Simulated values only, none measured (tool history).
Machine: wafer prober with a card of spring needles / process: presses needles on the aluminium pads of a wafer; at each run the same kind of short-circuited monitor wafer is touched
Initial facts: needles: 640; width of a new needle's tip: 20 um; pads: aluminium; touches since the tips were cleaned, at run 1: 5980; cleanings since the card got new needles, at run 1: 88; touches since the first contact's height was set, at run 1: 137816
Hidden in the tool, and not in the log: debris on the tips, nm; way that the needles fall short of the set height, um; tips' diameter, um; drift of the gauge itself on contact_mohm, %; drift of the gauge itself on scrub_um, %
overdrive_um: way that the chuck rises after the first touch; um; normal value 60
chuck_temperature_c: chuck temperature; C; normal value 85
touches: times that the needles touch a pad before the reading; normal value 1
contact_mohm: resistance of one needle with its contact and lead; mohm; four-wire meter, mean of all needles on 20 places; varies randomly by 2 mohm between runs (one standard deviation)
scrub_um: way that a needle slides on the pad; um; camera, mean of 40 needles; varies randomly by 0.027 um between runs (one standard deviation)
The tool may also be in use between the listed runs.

run,hour,overdrive_um,chuck_temperature_c,touches,touches since the tips were cleaned,cleanings since the card got new needles,touches since the first contact's height was set,contact_mohm,scrub_um
1,0,60,85,1,5980,88,137816,283,11.79
# hour 3.6: tips cleaned on abrasive film
# hour 18.7: tips cleaned on abrasive film
2,30.5,60,85,1,6352,90,154175,281,11.79
# hour 34.1: tips cleaned on abrasive film
# hour 50.3: tips cleaned on abrasive film
3,61,60,85,1,5773,92,170542,284,11.76
# hour 64.6: tips cleaned on abrasive film
# hour 80.8: tips cleaned on abrasive film
# hour 97.7: tips cleaned on abrasive film
4,97.7,60,85,1,0,95,190180,223,11.73
# hour 112.9: tips cleaned on abrasive film
5,126,60,113,1,7068,96,205396,297,11.7
# hour 128.3: tips cleaned on abrasive film
# hour 140.2: height of the first contact set anew
# hour 142.7: tips cleaned on abrasive film
6,152.6,60,85,1,5304,98,6623,280,12.05
# hour 158.3: tips cleaned on abrasive film
# hour 175.5: tips cleaned on abrasive film
7,178.6,60,85,1,1714,100,20582,251,12.02
# hour 191.6: tips cleaned on abrasive film
8,197,53,85,1,2918,101,30419,271,10.61
# hour 207.1: tips cleaned on abrasive film
9,216.4,53,85,1,5057,102,40872,300,10.56
# hour 222.5: tips cleaned on abrasive film
# hour 236.8: tips cleaned on abrasive film
10,243.8,53,85,1,3777,104,55550,286,10.54
# hour 251.2: tips cleaned on abrasive film
# hour 267.1: tips cleaned on abrasive film
11,267.1,53,85,1,0,106,68019,229,10.52
# hour 283.8: tips cleaned on abrasive film
# hour 299.9: tips cleaned on abrasive film
12,306.7,53,85,1,3693,108,89291,288,10.5
# hour 314.2: tips cleaned on abrasive film
13,325.2,53,85,1,5935,109,99195,303,10.47
# hour 330.6: tips cleaned on abrasive film
# hour 345.9: tips cleaned on abrasive film
# hour 361.4: tips cleaned on abrasive film
14,364.9,53,85,1,1864,112,120442,260,10.47
# hour 377.1: tips cleaned on abrasive film
# hour 391.8: tips cleaned on abrasive film
# hour 407: tips cleaned on abrasive film
15,410.3,65,25,1,1818,115,144820,226,12.72
# hour 423.6: tips cleaned on abrasive film
# hour 438.6: tips cleaned on abrasive film
16,439,65,25,1,217,117,160175,205,12.78
# hour 453.1: tips cleaned on abrasive film
17,466.5,46,40,1,7233,118,174949,347,8.89
# hour 468.6: tips cleaned on abrasive film
# hour 483.3: tips cleaned on abrasive film
# hour 499.2: tips cleaned on abrasive film
18,505.6,46,40,1,3485,121,195922,302,8.86
# hour 513.5: tips cleaned on abrasive film
# hour 529.4: tips cleaned on abrasive film
19,534,48,85,1,2505,123,211118,288,9.23
# hour 537.8: height of the first contact set anew
# hour 544.3: tips cleaned on abrasive film
20,553.8,60,40,3,5162,124,8610,228,12.04
# hour 559.5: tips cleaned on abrasive film
# hour 577: tips cleaned on abrasive film
21,584.3,60,40,3,3906,126,24917,223,12.03
# hour 593.1: tips cleaned on abrasive film
22,603.5,60,109,2,5623,127,35258,270,11.99
# hour 608.7: tips cleaned on abrasive film
# hour 625.8: tips cleaned on abrasive film
23,627,55,85,1,663,129,47829,240,10.99
# hour 641.7: tips cleaned on abrasive film
# hour 656.5: tips cleaned on abrasive film
# hour 670.8: tips cleaned on abrasive film
24,670.8,55,85,1,0,132,71313,226,10.89
# hour 687.2: tips cleaned on abrasive film
# hour 703.7: tips cleaned on abrasive film
25,708.3,55,85,1,2450,134,91407,271,10.88
# hour 718.1: tips cleaned on abrasive film
# hour 735: tips cleaned on abrasive film
# hour 749.4: tips cleaned on abrasive film
26,753.1,50,40,1,2022,137,115452,277,9.82
# hour 765.1: tips cleaned on abrasive film
# hour 779.9: tips cleaned on abrasive film
27,780.7,50,40,1,457,139,130251,232,9.77
# hour 797.2: tips cleaned on abrasive film
# hour 811.8: tips cleaned on abrasive film
28,819,63,33,1,3885,141,150766,264,12.42

What if the next run were any one of these 3? Each begins from the tool's condition after run 28:
# hour 827.9: tips cleaned on abrasive film
# hour 842.4: tips cleaned on abrasive film
A,843.1,60,96,3,339,143,163668,?,?
# hour 827.9: tips cleaned on abrasive film
# hour 842.4: tips cleaned on abrasive film
B,843.1,41,48,2,339,143,163668,?,?
# hour 827.9: tips cleaned on abrasive film
# hour 842.4: tips cleaned on abrasive film
C,843.1,72,76,3,339,143,163668,?,?

run,contact_mohm,scrub_um
A,226,11.75
B,242,7.89
C,215,14.11
Had the tool no hidden state, the same runs would have come out as:
run,contact_mohm,scrub_um
A,215,12.08
B,215,8.22
C,207,14.44
